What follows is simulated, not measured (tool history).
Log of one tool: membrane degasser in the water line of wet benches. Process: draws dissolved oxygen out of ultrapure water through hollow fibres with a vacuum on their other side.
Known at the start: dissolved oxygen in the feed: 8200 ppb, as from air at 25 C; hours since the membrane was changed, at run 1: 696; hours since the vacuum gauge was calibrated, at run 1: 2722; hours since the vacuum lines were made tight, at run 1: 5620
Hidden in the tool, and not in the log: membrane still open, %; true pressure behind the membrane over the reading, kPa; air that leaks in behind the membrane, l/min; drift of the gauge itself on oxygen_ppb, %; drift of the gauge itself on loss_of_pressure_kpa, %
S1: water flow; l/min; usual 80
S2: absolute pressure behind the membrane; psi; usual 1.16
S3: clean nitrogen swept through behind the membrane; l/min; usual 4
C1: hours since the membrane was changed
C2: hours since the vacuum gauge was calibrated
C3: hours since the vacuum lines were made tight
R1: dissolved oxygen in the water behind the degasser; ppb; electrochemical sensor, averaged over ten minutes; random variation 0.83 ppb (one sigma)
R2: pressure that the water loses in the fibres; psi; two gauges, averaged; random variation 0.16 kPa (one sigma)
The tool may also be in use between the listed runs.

run	day	S1	S2	S3	C1	C2	C3	R1	R2
1	0	80	1.16	4	696	2722	5620	237.4	5.803
2	2.617	80	1.16	4	759	2784	5683	236.3	5.775
3	3.746	80	1.16	5.12	786	2812	5710	196.7	5.825
4	6.125	80	1.16	5.12	843	2869	5767	195.3	5.804
5	7.925	80	1.16	5.12	886	2912	5810	196.1	5.783
6	10.346	80	1.16	4	944	2970	5868	235.7	5.802
7	11.558	80	1.16	4	973	2999	5897	238	5.803
8	12.921	80	1.16	8.98	1006	3032	5930	128.4	5.825
9	15.496	80	1.16	4	1068	3094	5992	235.8	5.799

The next listed run, before its measurement:
10	16.933	80	1.401	4	1102	3128	6026	?	?

Run 10 gave R1 306.8 ppb, R2 5.803 psi.
Without the tool's hidden state the same run would have given R1 306.8 ppb, R2 5.803 psi.
